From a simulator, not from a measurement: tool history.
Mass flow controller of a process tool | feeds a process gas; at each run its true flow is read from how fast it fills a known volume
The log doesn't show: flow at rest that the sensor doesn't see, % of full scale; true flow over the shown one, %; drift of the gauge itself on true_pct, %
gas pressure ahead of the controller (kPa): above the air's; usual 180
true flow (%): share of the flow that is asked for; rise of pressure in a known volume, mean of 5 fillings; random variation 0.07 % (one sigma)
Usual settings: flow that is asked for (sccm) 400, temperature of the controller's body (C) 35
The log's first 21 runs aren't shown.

run    hour  flow that is asked for (sccm)  gas pressure ahead of the controller (kPa)  temperature of the controller's body (C)  hours of work since the controller was set to zero  hours of work since the controller was changed  true flow (%)
 22  1811.2                            217                                         178                                        25                                                2789                                            2789           97.3
     1832.6  -- gauge calibrated
 23  1873.6                            217                                         178                                        25                                                2817                                            2817          97.89
 24  1936.9                            153                                         202                                        25                                                2846                                            2846          97.85
 25  2038.4                            153                                         202                                        25                                                2891                                            2891          97.89
 26  2119.9                            153                                         202                                        25                                                2927                                            2927           97.8
 27  2168.6                            153                                         266                                        33                                                2949                                            2949          97.29
 28    2241                            236                                         149                                        35                                                2981                                            2981          96.36
 29  2302.8                            490                                         172                                        26                                                3009                                            3009          98.25
 30    2387                            490                                         158                                        33                                                3046                                            3046           97.3
 31  2469.2                            114                                         216                                        35                                                3083                                            3083          96.58
 32  2532.1                            114                                         216                                        35                                                3111                                            3111          96.54

5 ways to go on from here, each from the tool as it stands after run 32. What would each give?
  A  2610.3                            105                                         216                                        28                                                3146                                            3146              ?
  B  2610.3                            116                                         180                                        35                                                3146                                            3146              ?
  C  2610.3                            400                                         157                                        35                                                3146                                            3146              ?
  D  2610.3                            551                                         216                                        31                                                3146                                            3146              ?
  E  2610.3                            177                                         165                                        26                                                3146                                            3146              ?

run  true flow (%)
  A          97.33
  B           96.3
  C          96.86
  D          98.02
  E          97.27
Without the tool's hidden state the same runs would have given:
run  true flow (%)
  A          97.58
  B          96.54
  C          97.11
  D          98.27
  E          97.52
